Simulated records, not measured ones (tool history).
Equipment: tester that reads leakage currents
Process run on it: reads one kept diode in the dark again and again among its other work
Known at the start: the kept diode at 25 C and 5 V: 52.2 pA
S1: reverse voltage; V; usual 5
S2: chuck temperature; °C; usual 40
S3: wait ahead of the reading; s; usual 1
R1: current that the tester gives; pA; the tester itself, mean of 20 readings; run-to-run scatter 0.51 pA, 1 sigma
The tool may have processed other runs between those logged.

run     day    S1  S2    S3      R1
  1       0     5  40     1  170.45
  2   0.817     5  26     1   59.86
  3   1.475     5  26     1   59.94
  4   2.371     5  26     1   60.48
  5   3.279     5  32     1    94.8
  6   4.529     5  32     1   94.78
  7   5.892     5  32     1   94.88
  8   6.871     5  32     1   94.86
  9   7.788  6.18  32     1  107.75
 10   8.371  2.21  41  6.33  113.45
 11   9.646  2.23  22  3.47   26.97
 12    10.8  2.23  22  3.47   26.77
 13  11.904  2.23  22  3.47   27.22

Consider 5 possible next runs. They are alternatives, not a sequence: every one starts from the tool as it was left by run 13. What does each give?
  A  12.954     5  34  6.15   ?
  B  12.954     5  40  5.66   ?
  C  12.954  2.23  52  3.47   ?
  D  12.954     5  30   2.7   ?
  E  12.954  10.3  22  0.97   ?

run      R1
  A  108.33
  B  169.74
  C  248.14
  D   81.01
  E   71.98
Had the tool no hidden state, the same runs would have come out as:
run      R1
  A  106.93
  B  169.65
  C  251.74
  D   78.97
  E    65.5

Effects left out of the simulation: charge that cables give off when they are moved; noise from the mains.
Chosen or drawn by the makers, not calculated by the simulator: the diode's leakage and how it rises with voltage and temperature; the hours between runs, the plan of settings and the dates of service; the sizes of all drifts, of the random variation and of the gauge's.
